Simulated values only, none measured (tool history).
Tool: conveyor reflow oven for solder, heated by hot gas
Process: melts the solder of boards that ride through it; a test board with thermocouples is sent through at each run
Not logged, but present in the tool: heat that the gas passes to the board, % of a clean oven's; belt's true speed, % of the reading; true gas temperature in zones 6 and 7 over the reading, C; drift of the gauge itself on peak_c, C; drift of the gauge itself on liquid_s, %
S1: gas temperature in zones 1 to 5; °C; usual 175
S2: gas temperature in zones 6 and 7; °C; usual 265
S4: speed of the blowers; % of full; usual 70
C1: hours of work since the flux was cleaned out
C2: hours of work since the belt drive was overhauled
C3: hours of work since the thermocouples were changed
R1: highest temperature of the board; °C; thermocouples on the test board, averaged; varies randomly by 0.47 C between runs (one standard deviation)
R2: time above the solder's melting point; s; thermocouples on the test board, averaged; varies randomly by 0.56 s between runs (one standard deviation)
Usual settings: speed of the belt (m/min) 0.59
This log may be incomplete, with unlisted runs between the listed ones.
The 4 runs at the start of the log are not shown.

{"run": 5, "hour": 246.9, "S1": 175, "S2": 265, "speed of the belt (m/min)": 0.59, "S4": 70, "C1": 123, "C2": 1345, "C3": 532, "R1": 244.6, "R2": 40.4}
{"run": 6, "hour": 297.2, "S1": 175, "S2": 265, "speed of the belt (m/min)": 0.59, "S4": 66, "C1": 147, "C2": 1369, "C3": 556, "R1": 241.5, "R2": 38.5}
{"run": 7, "hour": 348.4, "S1": 175, "S2": 265, "speed of the belt (m/min)": 0.59, "S4": 70, "C1": 171, "C2": 1393, "C3": 580, "R1": 243.8, "R2": 39.9}
{"run": 8, "hour": 389.3, "S1": 175, "S2": 265, "speed of the belt (m/min)": 0.59, "S4": 70, "C1": 190, "C2": 1413, "C3": 600, "R1": 241.8, "R2": 39.2}
{"hour": 445.4, "done": "thermocouples of zones 6 and 7 changed"}
{"run": 9, "hour": 466.0, "S1": 175, "S2": 265, "speed of the belt (m/min)": 0.59, "S4": 70, "C1": 226, "C2": 1448, "C3": 10, "R1": 243.2, "R2": 40.5}
{"run": 10, "hour": 510.2, "S1": 175, "S2": 265, "speed of the belt (m/min)": 0.59, "S4": 70, "C1": 247, "C2": 1469, "C3": 31, "R1": 243.4, "R2": 39.9}
{"run": 11, "hour": 570.9, "S1": 175, "S2": 265, "speed of the belt (m/min)": 0.59, "S4": 70, "C1": 275, "C2": 1498, "C3": 59, "R1": 244.2, "R2": 39.1}
{"run": 12, "hour": 632.0, "S1": 175, "S2": 265, "speed of the belt (m/min)": 0.59, "S4": 70, "C1": 304, "C2": 1526, "C3": 88, "R1": 243.3, "R2": 38.8}
{"hour": 640.7, "done": "flux residue cleaned out of gas plates and filters"}
{"run": 13, "hour": 712.2, "S1": 175, "S2": 265, "speed of the belt (m/min)": 0.59, "S4": 70, "C1": 34, "C2": 1562, "C3": 124, "R1": 241, "R2": 36.8}
{"run": 14, "hour": 762.6, "S1": 177, "S2": 265, "speed of the belt (m/min)": 0.59, "S4": 70, "C1": 58, "C2": 1586, "C3": 148, "R1": 241, "R2": 37.1}
{"run": 15, "hour": 801.2, "S1": 175, "S2": 265, "speed of the belt (m/min)": 0.59, "S4": 70, "C1": 76, "C2": 1604, "C3": 166, "R1": 240.1, "R2": 36.5}
{"run": 16, "hour": 877.0, "S1": 175, "S2": 265, "speed of the belt (m/min)": 0.59, "S4": 53, "C1": 112, "C2": 1640, "C3": 202, "R1": 232.7, "R2": 27.7}
{"run": 17, "hour": 920.0, "S1": 175, "S2": 265, "speed of the belt (m/min)": 0.59, "S4": 53, "C1": 132, "C2": 1660, "C3": 222, "R1": 233.4, "R2": 26.6}
{"run": 18, "hour": 954.2, "S1": 182, "S2": 256, "speed of the belt (m/min)": 0.654, "S4": 85, "C1": 148, "C2": 1677, "C3": 239, "R1": 234.7, "R2": 28.4}
{"hour": 965.2, "done": "belt drive overhauled, speed set with a stopwatch"}
{"hour": 1002.4, "done": "flux residue cleaned out of gas plates and filters, once more"}
{"run": 19, "hour": 1044.4, "S1": 175, "S2": 265, "speed of the belt (m/min)": 0.59, "S4": 75, "C1": 20, "C2": 35, "C3": 277, "R1": 245.4, "R2": 41.8}
{"run": 20, "hour": 1095.3, "S1": 175, "S2": 265, "speed of the belt (m/min)": 0.59, "S4": 75, "C1": 44, "C2": 59, "C3": 301, "R1": 245.7, "R2": 41.5}
{"run": 21, "hour": 1142.1, "S1": 175, "S2": 265, "speed of the belt (m/min)": 0.59, "S4": 75, "C1": 66, "C2": 81, "C3": 323, "R1": 245.9, "R2": 40.2}
{"run": 22, "hour": 1207.4, "S1": 175, "S2": 265, "speed of the belt (m/min)": 0.59, "S4": 75, "C1": 97, "C2": 112, "C3": 354, "R1": 244.7, "R2": 40.2}
{"run": 23, "hour": 1259.0, "S1": 175, "S2": 265, "speed of the belt (m/min)": 0.59, "S4": 75, "C1": 122, "C2": 137, "C3": 379, "R1": 245.2, "R2": 39.9}
{"run": 24, "hour": 1340.3, "S1": 175, "S2": 265, "speed of the belt (m/min)": 0.59, "S4": 75, "C1": 160, "C2": 175, "C3": 417, "R1": 243.6, "R2": 39.1}
{"run": 25, "hour": 1387.4, "S1": 175, "S2": 259, "speed of the belt (m/min)": 0.59, "S4": 70, "C1": 182, "C2": 198, "C3": 439, "R1": 237.2, "R2": 33.1}
{"run": 26, "hour": 1431.8, "S1": 175, "S2": 263, "speed of the belt (m/min)": 0.643, "S4": 90, "C1": 203, "C2": 219, "C3": 460, "R1": 242.3, "R2": 36.3}
{"run": 27, "hour": 1471.9, "S1": 175, "S2": 256, "speed of the belt (m/min)": 0.607, "S4": 90, "C1": 222, "C2": 238, "C3": 479, "R1": 238.8, "R2": 34.8}
{"run": 28, "hour": 1522.8, "S1": 175, "S2": 256, "speed of the belt (m/min)": 0.607, "S4": 90, "C1": 246, "C2": 262, "C3": 503, "R1": 237.5, "R2": 34.2}
{"run": 29, "hour": 1576.7, "S1": 175, "S2": 256, "speed of the belt (m/min)": 0.607, "S4": 90, "C1": 272, "C2": 287, "C3": 529, "R1": 238.2, "R2": 33.4}

Run 30 has not been measured yet. What should we expect?
{"run": 30, "hour": 1657.4, "S1": 175, "S2": 256, "speed of the belt (m/min)": 0.607, "S4": 90, "C1": 310, "C2": 325, "C3": 567, "R1": "?", "R2": "?"}

Run 30 gave R1 237.5 °C, R2 33.6 s.
With the hidden condition absent and the run-to-run variation left alone, this run would have shown R1 242.8 °C, R2 39 s.

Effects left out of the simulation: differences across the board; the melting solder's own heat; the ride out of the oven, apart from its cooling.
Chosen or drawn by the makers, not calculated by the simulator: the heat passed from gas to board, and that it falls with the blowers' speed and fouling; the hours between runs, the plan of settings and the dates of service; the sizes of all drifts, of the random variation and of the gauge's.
